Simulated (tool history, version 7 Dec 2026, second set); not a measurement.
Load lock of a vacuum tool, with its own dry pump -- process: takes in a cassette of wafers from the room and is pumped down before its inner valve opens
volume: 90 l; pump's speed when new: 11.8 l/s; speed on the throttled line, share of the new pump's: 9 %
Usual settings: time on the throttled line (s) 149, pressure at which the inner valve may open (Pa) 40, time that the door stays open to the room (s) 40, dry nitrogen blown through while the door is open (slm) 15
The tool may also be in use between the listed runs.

run,day,time on the throttled line (s),pressure at which the inner valve may open (Pa),time that the door stays open to the room (s),dry nitrogen blown through while the door is open (slm),"incoming humidity of the room's air, %",time from the closed door until the inner valve may open (s),rise of the pressure with all valves shut (Pa/min)
1,0.000,149,40,40,15,43.3,196.2,0.129
2,2.142,149,40,40,12,46.4,195.2,0.137
3,6.167,149,40,40,12,44.7,196.0,0.136
4,8.758,149,40,40,12,46.2,196.0,0.134
5,13.062,149,40,40,15,41.0,195.8,0.132
6,17.138,149,40,40,15,47.6,196.0,0.144
7,21.396,149,40,40,15,45.1,195.6,0.144
8,24.958,149,40,40,15,46.2,196.5,0.147
9,29.246,149,40,204,15,45.6,195.3,0.191
10,32.842,149,40,40,15,46.5,195.4,0.143
11,36.575,149,40,40,15,46.9,195.2,0.152
12,39.500,149,40,40,15,46.1,195.6,0.149
13,44.000,149,40,40,15,42.3,196.1,0.156
14,46.829,149,40,40,15,44.5,195.5,0.159
15,51.279,149,40,40,15,46.4,196.6,0.160
16,54.396,149,40,40,15,46.3,197.1,0.160
17,57.821,149,40,40,15,43.5,195.7,0.169
18,61.521,149,40,40,15,43.8,195.7,0.159
19,63.933,149,40,40,40,46.8,195.0,0.159
20,67.017,149,70,49,40,41.8,192.5,0.159
21,69.725,141,51,40,15,38.8,187.4,0.169
22,71.838,149,65,174,15,44.8,191.5,0.207
23,75.529,120,30,90,15,48.2,171.6,0.191
24,77.500,114,41,40,15,43.3,163.8,0.175
25,79.779,78,57,204,6,43.8,128.8,0.221
26,81.883,244,48,47,15,46.0,280.3,0.179
27,86.338,180,48,80,15,44.2,222.6,0.196
28,89.925,149,80,212,28,44.6,191.1,0.213
29,94.288,149,66,40,10,42.6,192.5,0.192
30,98.354,149,66,40,10,43.9,193.1,0.188
31,101.896,149,66,40,10,41.2,192.8,0.191
32,104.167,149,66,40,29,48.7,191.0,0.189
33,108.742,148,40,26,16,44.6,195.7,0.185
34,111.454,149,28,125,28,45.6,199.3,0.214
35,114.758,80,29,40,15,46.6,136.0,0.202
36,118.667,119,39,25,23,45.1,171.0,0.191
37,123.233,119,39,25,23,44.6,169.2,0.189

Consider 3 possible next runs. They are alternatives, not a sequence: every one starts from the tool as it was left by run 37. What does each give?
A,125.962,98,29,40,36,44.8,?,?
B,125.962,232,39,133,11,43.7,?,?
C,125.962,112,40,40,15,42.7,?,?

run,time from the closed door until the inner valve may open (s),rise of the pressure with all valves shut (Pa/min)
A,153.2,0.198
B,271.3,0.234
C,162.5,0.203
Stripped of hidden state, with their random variation kept, the same runs would have yielded:
run,time from the closed door until the inner valve may open (s),rise of the pressure with all valves shut (Pa/min)
A,152.1,0.016
B,270.5,0.052
C,161.5,0.020

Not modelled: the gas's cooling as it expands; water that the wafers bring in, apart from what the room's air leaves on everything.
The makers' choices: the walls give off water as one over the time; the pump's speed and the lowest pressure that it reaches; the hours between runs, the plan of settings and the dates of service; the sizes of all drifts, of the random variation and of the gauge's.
